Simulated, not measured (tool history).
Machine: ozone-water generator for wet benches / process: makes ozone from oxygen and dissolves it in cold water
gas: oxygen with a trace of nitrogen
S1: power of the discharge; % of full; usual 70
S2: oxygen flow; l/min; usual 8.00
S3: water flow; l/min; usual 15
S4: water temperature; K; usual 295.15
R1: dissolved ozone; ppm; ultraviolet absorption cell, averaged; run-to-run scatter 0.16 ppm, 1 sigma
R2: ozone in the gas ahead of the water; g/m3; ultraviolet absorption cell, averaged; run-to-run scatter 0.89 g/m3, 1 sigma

| run | day | S1 | S2 | S3 | S4 | R1 | R2 |
|---|---|---|---|---|---|---|---|
| 1 | 0.000 | 70 | 8.00 | 15 | 295.15 | 18.2 | 137.1 |
| 2 | 7.417 | 70 | 8.00 | 15 | 295.15 | 18.3 | 137.1 |
| 3 | 13.354 | 70 | 8.00 | 15 | 295.15 | 18.4 | 136.2 |
| 4 | 16.396 | 70 | 8.00 | 15 | 295.15 | 18.5 | 137.4 |
| 5 | 22.146 | 70 | 8.00 | 15 | 295.15 | 18.1 | 136.6 |
| 6 | 27.046 | 40 | 8.00 | 15 | 295.15 | 14.0 | 104.8 |
| 7 | 30.133 | 40 | 8.00 | 15 | 295.15 | 14.0 | 103.9 |
| 8 | 33.450 | 40 | 8.00 | 15 | 295.15 | 13.9 | 105.3 |
| 9 | 37.033 | 40 | 8.00 | 15 | 295.15 | 13.8 | 105.2 |
| 10 | 42.533 | 70 | 4.54 | 15 | 295.15 | 18.5 | 177.8 |
| 11 | 47.475 | 70 | 8.00 | 14 | 295.15 | 18.7 | 135.4 |
| 12 | 54.579 | 70 | 8.00 | 14 | 295.15 | 18.9 | 136.7 |
| 13 | 58.908 | 70 | 8.00 | 14 | 295.15 | 18.6 | 135.6 |
| 14 | 64.312 | 70 | 8.00 | 14 | 295.15 | 18.7 | 135.8 |
|  | 66.600 | water thermometer calibrated |
| 15 | 68.571 | 70 | 8.00 | 10 | 295.15 | 22.6 | 134.6 |
| 16 | 73.317 | 70 | 8.00 | 10 | 295.15 | 22.2 | 134.4 |
| 17 | 77.346 | 86 | 8.00 | 10 | 295.15 | 24.5 | 149.1 |
| 18 | 82.329 | 64 | 8.31 | 10 | 295.15 | 21.2 | 127.7 |
| 19 | 86.912 | 73 | 8.00 | 15 | 295.15 | 18.2 | 137.4 |
|  | 87.621 | contactor cleaned |
| 20 | 93.912 | 73 | 8.00 | 15 | 295.15 | 17.9 | 138.5 |
| 21 | 100.712 | 70 | 8.00 | 15 | 299.15 | 16.1 | 134.2 |
| 22 | 106.888 | 70 | 8.00 | 15 | 299.15 | 15.8 | 136.1 |
| 23 | 110.312 | 70 | 8.00 | 15 | 299.15 | 15.9 | 134.2 |
| 24 | 114.938 | 46 | 8.00 | 15 | 288.15 | 16.2 | 110.1 |
| 25 | 121.654 | 46 | 8.00 | 12 | 292.15 | 17.0 | 110.7 |
|  | 122.988 | contactor cleaned, once more |
| 26 | 124.892 | 70 | 10.52 | 11 | 301.15 | 17.7 | 117.1 |
| 27 | 131.462 | 70 | 10.52 | 17 | 302.15 | 13.9 | 115.9 |
| 28 | 136.075 | 70 | 10.52 | 10 | 302.15 | 17.9 | 119.5 |
| 29 | 139.667 | 70 | 10.52 | 10 | 302.15 | 17.9 | 116.9 |
| 30 | 144.271 | 66 | 9.91 | 10 | 288.15 | 25.2 | 117.3 |
| 31 | 150.175 | 43 | 6.13 | 20 | 296.15 | 12.1 | 121.1 |
| 32 | 153.183 | 98 | 6.78 | 19 | 301.15 | 16.4 | 169.5 |

How would selected steps in R1 from run to run divide? Give the signed amount a tool lacking its hidden state would still show from settings, what came in and random variation, and the signed amount left for the hidden state, including any gauge scatter that is not in both of the compared results.
What the log doesn't record here: yield of the discharge, % of new electrodes'; contactor's efficiency, % of a clean one's; true water temperature over the reading, C; drift of the gauge itself on ozone_ppm, %; drift of the gauge itself on gas_g_m3, %.
Run 9 -> 10: S1 40 -> 70, S2 8.00 -> 4.54. R1 +4.7 ppm: hidden state -0.9, all else +5.6.
Run 29 -> 30: S1 70 -> 66, S2 10.52 -> 9.91, S4 302.15 -> 288.15. R1 +7.3 ppm: hidden state -0.6, all else +7.9.
Run 30 -> 31: S1 66 -> 43, S2 9.91 -> 6.13, S3 10 -> 20, S4 288.15 -> 296.15. R1 -13.1 ppm: hidden state +1.5, all else -14.6.
Run 31 -> 32: S1 43 -> 98, S2 6.13 -> 6.78, S3 20 -> 19, S4 296.15 -> 301.15. R1 +4.3 ppm: hidden state -1.1, all else +5.4.

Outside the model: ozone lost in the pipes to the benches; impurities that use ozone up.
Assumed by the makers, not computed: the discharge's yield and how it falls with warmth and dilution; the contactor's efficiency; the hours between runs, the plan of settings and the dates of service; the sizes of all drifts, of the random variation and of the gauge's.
